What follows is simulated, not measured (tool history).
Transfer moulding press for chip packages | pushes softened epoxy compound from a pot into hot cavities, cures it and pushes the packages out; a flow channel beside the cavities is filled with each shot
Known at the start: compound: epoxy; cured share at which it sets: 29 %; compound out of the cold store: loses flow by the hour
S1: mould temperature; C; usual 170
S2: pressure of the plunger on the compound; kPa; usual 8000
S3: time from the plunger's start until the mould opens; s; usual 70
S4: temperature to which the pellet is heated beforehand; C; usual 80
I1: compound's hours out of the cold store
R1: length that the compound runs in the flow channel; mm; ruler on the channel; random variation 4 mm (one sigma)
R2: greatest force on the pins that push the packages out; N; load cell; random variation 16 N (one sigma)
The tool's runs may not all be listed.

run	hour	S1	S2	S3	S4	I1	R1	R2
1	0	170	8000	70	80	39.8	858	1431
2	9.4	170	8000	70	80	30.7	891	1525
3	18.7	170	8000	70	80	14.2	983	1634
4	24.8	170	8000	70	80	14.8	960	1777
# hour 27.5: cavities cleaned with cleaning compound and waxed
5	31.6	170	8000	70	80	27.9	897	910
6	43.8	170	8000	70	80	22.8	921	1218
7	56.2	170	8000	59	80	38.3	854	2069
8	62.9	170	9080	59	80	10	1054	2423
# hour 72.1: plunger's sealing rings changed
9	76.3	170	8000	70	80	42.9	857	1462
10	85	170	8000	70	89	44.2	851	1477
11	94.3	170	8000	70	89	31.4	906	1524
# hour 103.2: cavities cleaned with cleaning compound and waxed
12	107.9	170	9880	70	80	45	942	859
13	119.7	170	9880	70	80	35	987	1097
14	128.5	170	9880	70	80	25.6	1045	1298
15	140.7	178	9880	70	83	8.9	1093	920
16	153.2	178	9880	70	83	16.2	1045	947
17	163.1	170	6410	70	76	23.8	836	1649
18	171.3	170	7870	70	82	17.9	956	1723
# hour 176: cavities cleaned with cleaning compound and waxed
19	181.2	171	7650	74	74	8	991	817
20	190	170	6720	77	80	11.5	914	922
21	199.3	170	8150	91	80	11.5	1000	808
22	210.9	170	8150	91	80	45.1	850	846
23	220.8	170	8520	91	76	14.5	1016	927
24	231.3	170	8520	91	76	47.8	848	960
25	237.3	170	7760	91	76	16.4	963	1008
# hour 248.3: cavities cleaned with cleaning compound and waxed
26	248.4	170	7760	54	87	37.5	864	1466
27	254	170	7760	54	87	32	875	1760
28	263	176	9190	56	84	25.5	963	1307

5 ways to go on from here, each from the tool as it stands after run 28. What would each give?
A	273	167	9020	70	81	26.2	?	?
B	273	170	8000	70	75	20.4	?	?
C	273	170	8000	70	76	34.7	?	?
D	273	176	9190	56	85	38.4	?	?
E	273	173	9190	56	71	42.5	?	?

run	R1	R2
A	993	1595
B	941	1394
C	887	1326
D	890	1387
E	896	1848
Without the tool's hidden state the same runs would have given:
run	R1	R2
A	1013	992
B	960	866
C	904	827
D	908	861
E	914	1152
